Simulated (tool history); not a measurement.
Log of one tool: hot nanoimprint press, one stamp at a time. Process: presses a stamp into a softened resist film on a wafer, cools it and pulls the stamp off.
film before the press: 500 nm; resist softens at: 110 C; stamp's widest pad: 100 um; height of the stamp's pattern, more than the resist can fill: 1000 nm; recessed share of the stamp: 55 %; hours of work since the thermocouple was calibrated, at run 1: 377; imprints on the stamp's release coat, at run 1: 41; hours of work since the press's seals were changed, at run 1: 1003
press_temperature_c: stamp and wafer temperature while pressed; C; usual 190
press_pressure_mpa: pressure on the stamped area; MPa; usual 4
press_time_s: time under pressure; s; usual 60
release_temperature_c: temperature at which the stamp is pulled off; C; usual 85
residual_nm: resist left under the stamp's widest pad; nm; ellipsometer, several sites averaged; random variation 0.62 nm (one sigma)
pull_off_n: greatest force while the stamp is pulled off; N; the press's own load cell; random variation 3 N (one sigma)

| run | day | press_temperature_c | press_pressure_mpa | press_time_s | release_temperature_c | hours of work since the thermocouple was calibrated | imprints on the stamp's release coat | hours of work since the press's seals were changed | residual_nm | pull_off_n |
|---|---|---|---|---|---|---|---|---|---|---|
| 1 | 0 | 190 | 4 | 60 | 85 | 377 | 41 | 1003 | 289 | 144 |
| 2 | 0.917 | 190 | 4 | 60 | 85 | 394 | 99 | 1020 | 288.2 | 147 |
| 3 | 2.129 | 190 | 4 | 104 | 85 | 416 | 176 | 1042 | 236.9 | 151 |
| 4 | 2.767 | 190 | 4 | 60 | 85 | 427 | 217 | 1053 | 288.6 | 155 |
| 5 | 3.888 | 190 | 4 | 60 | 85 | 448 | 288 | 1074 | 288.7 | 158 |
| 6 | 4.604 | 190 | 4 | 60 | 85 | 461 | 334 | 1087 | 289.4 | 156 |
| 7 | 5.775 | 190 | 4 | 60 | 85 | 482 | 408 | 1108 | 288.5 | 164 |
| 8 | 6.625 | 190 | 4 | 60 | 85 | 498 | 462 | 1124 | 287.7 | 172 |
| 9 | 7.542 | 190 | 4 | 60 | 85 | 514 | 520 | 1140 | 289.1 | 172 |
| 10 | 8.846 | 190 | 4 | 60 | 85 | 538 | 603 | 1164 | 287.4 | 171 |
| 11 | 9.667 | 190 | 4 | 60 | 85 | 553 | 655 | 1179 | 288.3 | 176 |
| 12 | 10.342 | 190 | 4 | 60 | 85 | 565 | 698 | 1192 | 287.8 | 178 |
| 13 | 11.129 | 190 | 3.1 | 40 | 85 | 580 | 748 | 1206 | 349 | 187 |
|  | 11.671 | press's hydraulic seals changed and the load cell set to zero |
| 14 | 12.092 | 190 | 3.1 | 40 | 85 | 591 | 788 | 8 | 344.5 | 178 |
|  | 12.467 | plate thermocouple calibrated |
| 15 | 13.529 | 190 | 3.1 | 40 | 85 | 19 | 871 | 32 | 343.7 | 179 |
| 16 | 14.8 | 190 | 3.1 | 88 | 85 | 43 | 952 | 55 | 267.7 | 188 |
| 17 | 16.2 | 190 | 5.19 | 60 | 70 | 68 | 1041 | 80 | 255.3 | 219 |
| 18 | 17.5 | 192 | 3.77 | 58 | 70 | 92 | 1124 | 104 | 275.4 | 229 |
| 19 | 18.267 | 190 | 6.09 | 91 | 88 | 106 | 1173 | 118 | 203.2 | 201 |
| 20 | 19.192 | 190 | 6.09 | 91 | 88 | 123 | 1231 | 135 | 202.7 | 198 |
| 21 | 20.012 | 179 | 6.21 | 60 | 85 | 137 | 1283 | 150 | 323.1 | 212 |
|  | 21.079 | plate thermocouple calibrated, once more |
| 22 | 21.296 | 182 | 4 | 60 | 82 | 4 | 1357 | 171 | 353.2 | 223 |
| 23 | 22.408 | 202 | 4 | 60 | 90 | 24 | 1428 | 191 | 212.6 | 206 |
| 24 | 23.617 | 187 | 3.09 | 60 | 88 | 46 | 1505 | 213 | 338.7 | 220 |

Hidden state at the last listed run before each entry between runs and at the first one after, where it differs:
Between runs 13 and 14: press's hydraulic seals changed and the load cell set to zero (day 11.671)
  true temperature over the reading, C: 0.98 -> 1; pressure that arrives at the usual setting, %: 94.65 -> 99.91; grip of the stamp's worn release coat, % over a new coat's: 26.2 -> 27.7
  measured less the result without the state, residual_nm: -2.8 -> -6.8 nm; pull_off_n: +37 -> +37 N
Between runs 14 and 15: plate thermocouple calibrated (day 12.467)
  true temperature over the reading, C: 1 -> 1.3; pressure that arrives at the usual setting, %: 99.91 -> 99.78; grip of the stamp's worn release coat, % over a new coat's: 27.7 -> 30.8
  measured less the result without the state, residual_nm: -6.8 -> -8.8 nm; pull_off_n: +37 -> +40 N
Between runs 21 and 22: plate thermocouple calibrated, once more (day 21.079)
  true temperature over the reading, C: 1.48 -> -0.22; pressure that arrives at the usual setting, %: 99.2 -> 99.09; grip of the stamp's worn release coat, % over a new coat's: 46.7 -> 49.6
  measured less the result without the state, residual_nm: -11 -> +2.5 nm; pull_off_n: +66 -> +75 N
